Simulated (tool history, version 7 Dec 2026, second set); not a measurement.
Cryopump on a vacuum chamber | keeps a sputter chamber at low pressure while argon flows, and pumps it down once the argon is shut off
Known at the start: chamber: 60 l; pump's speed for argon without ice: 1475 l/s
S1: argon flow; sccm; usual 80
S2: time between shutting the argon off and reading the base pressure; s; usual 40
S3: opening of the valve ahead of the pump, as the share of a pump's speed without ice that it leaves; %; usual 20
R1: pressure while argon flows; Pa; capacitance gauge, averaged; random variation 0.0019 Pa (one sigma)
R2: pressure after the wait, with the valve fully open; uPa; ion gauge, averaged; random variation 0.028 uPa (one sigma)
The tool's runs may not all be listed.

run	hour	S1	S2	S3	R1	R2
1	0.0	80	40	20	0.4603	1.50
2	72.6	80	40	20	0.4631	1.53
3	116.0	80	40	20	0.4616	1.48
4	157.7	80	40	20	0.4638	1.52
5	218.7	89	40	20	0.5183	1.55
6	260.1	89	40	20	0.5220	1.58
7	295.0	89	40	20	0.5214	1.61
8	333.8	89	40	20	0.5216	1.58
9	402.9	89	40	20	0.5239	1.65
10	437.4	89	40	20	0.5235	1.61
11	514.0	80	40	20	0.4755	1.65
12	587.2	80	40	20	0.4737	1.75
13	670.2	80	40	20	0.4812	1.75
14	725.6	80	40	20	0.4859	1.76
15	773.8	80	40	20	0.4843	1.85
16	822.1	80	40	20	0.4855	1.77
# hour 873.4: pump warmed up, emptied and cooled again
17	907.0	80	40	20	0.4637	1.68
18	986.1	80	40	20	0.4634	1.68
19	1064.2	80	40	20	0.4643	1.73
20	1133.6	80	40	20	0.4726	1.82
21	1173.6	83	40	20	0.4850	1.81
22	1218.2	40	112	19	0.2487	1.06
23	1280.6	44	55	32	0.1635	1.53
24	1327.6	44	55	32	0.1663	1.59
25	1371.5	47	207	59	0.1017	1.01
26	1452.5	54	40	34	0.1939	1.93
27	1525.3	50	150	20	0.3016	1.17
28	1600.0	50	150	20	0.3010	1.20
29	1683.1	50	150	20	0.3038	1.27
# hour 1761.1: pump warmed up, emptied and cooled again
30	1765.9	50	150	20	0.2873	1.04
31	1840.8	91	100	20	0.5277	1.23
32	1899.8	91	100	20	0.5286	1.26
33	1948.8	91	100	20	0.5279	1.27
34	2023.7	57	41	20	0.3320	1.93
35	2098.7	57	97	27	0.2491	1.40

The same runs without the tool's hidden state, with the same run-to-run variation:
The hidden state here: pump's speed, % of a pump's without ice; cold plate's temperature, K; leak into the chamber, uPa l/s; drift of the gauge itself on working_pa, %; drift of the gauge itself on base_upa, %.
run	R1	R2
1	0.4583	1.38
2	0.4591	1.38
3	0.4566	1.31
4	0.4577	1.34
5	0.5095	1.35
6	0.5118	1.36
7	0.5100	1.38
8	0.5089	1.34
9	0.5091	1.38
10	0.5075	1.33
11	0.4584	1.34
12	0.4545	1.40
13	0.4587	1.36
14	0.4612	1.35
15	0.4581	1.40
16	0.4574	1.31
17	0.4607	1.34
18	0.4582	1.31
19	0.4569	1.33
20	0.4632	1.39
21	0.4743	1.35
22	0.2428	0.59
23	0.1560	1.03
24	0.1579	1.06
25	0.0919	0.46
26	0.1808	1.35
27	0.2877	0.53
28	0.2856	0.52
29	0.2863	0.55
30	0.2856	0.51
31	0.5222	0.67
32	0.5212	0.65
33	0.5190	0.66
34	0.3251	1.29
35	0.2407	0.71
